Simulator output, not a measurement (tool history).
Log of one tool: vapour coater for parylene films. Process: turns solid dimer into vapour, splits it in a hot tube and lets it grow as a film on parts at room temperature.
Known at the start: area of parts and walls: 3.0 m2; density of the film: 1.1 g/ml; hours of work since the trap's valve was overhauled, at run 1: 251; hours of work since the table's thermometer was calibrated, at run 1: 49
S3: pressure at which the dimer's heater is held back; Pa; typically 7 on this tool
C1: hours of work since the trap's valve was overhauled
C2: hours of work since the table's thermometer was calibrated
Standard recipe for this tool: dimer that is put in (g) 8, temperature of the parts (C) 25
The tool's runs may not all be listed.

run 1 hour=0 | dimer_that_is_put_in_(g)=8 temperature_of_the_parts_(C)=25 S3=7 | C1=251 C2=49 | thickness_of_the_film_(um)=1.54
run 2 hour=13.5 | dimer_that_is_put_in_(g)=8 temperature_of_the_parts_(C)=25 S3=7 | C1=261 C2=58 | thickness_of_the_film_(um)=1.55
run 3 hour=34 | dimer_that_is_put_in_(g)=8 temperature_of_the_parts_(C)=25 S3=7 | C1=274 C2=72 | thickness_of_the_film_(um)=1.55
run 4 hour=44.4 | dimer_that_is_put_in_(g)=8 temperature_of_the_parts_(C)=25 S3=7 | C1=281 C2=79 | thickness_of_the_film_(um)=1.55
run 5 hour=55.1 | dimer_that_is_put_in_(g)=8 temperature_of_the_parts_(C)=36 S3=7 | C1=289 C2=86 | thickness_of_the_film_(um)=0.91
run 6 hour=74.9 | dimer_that_is_put_in_(g)=8 temperature_of_the_parts_(C)=25 S3=5.53 | C1=302 C2=100 | thickness_of_the_film_(um)=1.58
run 7 hour=94.3 | dimer_that_is_put_in_(g)=8 temperature_of_the_parts_(C)=25 S3=9.76 | C1=315 C2=113 | thickness_of_the_film_(um)=1.5
run 8 hour=114.5 | dimer_that_is_put_in_(g)=8 temperature_of_the_parts_(C)=25 S3=9.76 | C1=329 C2=127 | thickness_of_the_film_(um)=1.5
run 9 hour=136.1 | dimer_that_is_put_in_(g)=8 temperature_of_the_parts_(C)=25 S3=9.76 | C1=343 C2=141 | thickness_of_the_film_(um)=1.49
run 10 hour=157.7 | dimer_that_is_put_in_(g)=10 temperature_of_the_parts_(C)=25 S3=7 | C1=358 C2=156 | thickness_of_the_film_(um)=1.93
run 11 hour=172.6 | dimer_that_is_put_in_(g)=10 temperature_of_the_parts_(C)=25 S3=7 | C1=368 C2=166 | thickness_of_the_film_(um)=1.93
run 12 hour=191.4 | dimer_that_is_put_in_(g)=8 temperature_of_the_parts_(C)=36 S3=7 | C1=381 C2=178 | thickness_of_the_film_(um)=0.95
run 13 hour=210.1 | dimer_that_is_put_in_(g)=6 temperature_of_the_parts_(C)=36 S3=7 | C1=393 C2=191 | thickness_of_the_film_(um)=0.69
run 14 hour=221.9 | dimer_that_is_put_in_(g)=4 temperature_of_the_parts_(C)=25 S3=7 | C1=401 C2=199 | thickness_of_the_film_(um)=0.77
run 15 hour=233 | dimer_that_is_put_in_(g)=14 temperature_of_the_parts_(C)=25 S3=10.82 | C1=409 C2=207 | thickness_of_the_film_(um)=2.59
run 16 hour=251.8 | dimer_that_is_put_in_(g)=11 temperature_of_the_parts_(C)=27 S3=7.73 | C1=422 C2=219 | thickness_of_the_film_(um)=1.9
run 17 hour=270.3 | dimer_that_is_put_in_(g)=3 temperature_of_the_parts_(C)=17 S3=7.73 | C1=434 C2=232 | thickness_of_the_film_(um)=0.84
run 18 hour=282 | dimer_that_is_put_in_(g)=4 temperature_of_the_parts_(C)=34 S3=4.19 | C1=442 C2=240 | thickness_of_the_film_(um)=0.55
-- hour=296.6 trap's valve overhauled
run 19 hour=308.5 | dimer_that_is_put_in_(g)=4 temperature_of_the_parts_(C)=34 S3=4.19 | C1=8 C2=255 | thickness_of_the_film_(um)=0.55
run 20 hour=328.2 | dimer_that_is_put_in_(g)=4 temperature_of_the_parts_(C)=34 S3=4.19 | C1=21 C2=268 | thickness_of_the_film_(um)=0.53
run 21 hour=345.1 | dimer_that_is_put_in_(g)=4 temperature_of_the_parts_(C)=34 S3=2.17 | C1=33 C2=280 | thickness_of_the_film_(um)=0.58
run 22 hour=365.1 | dimer_that_is_put_in_(g)=4 temperature_of_the_parts_(C)=18 S3=2.81 | C1=46 C2=293 | thickness_of_the_film_(um)=1.18
run 23 hour=378.2 | dimer_that_is_put_in_(g)=8 temperature_of_the_parts_(C)=25 S3=2.64 | C1=55 C2=302 | thickness_of_the_film_(um)=1.73

For each entry between runs, how does the tool's hidden state at the last listed run before it compare with that at the first listed run after it?
Between runs 18 and 19: trap's valve overhauled (hour 296.6)
  vapour lost through the trap's worn valve, %: 0.2 -> 0
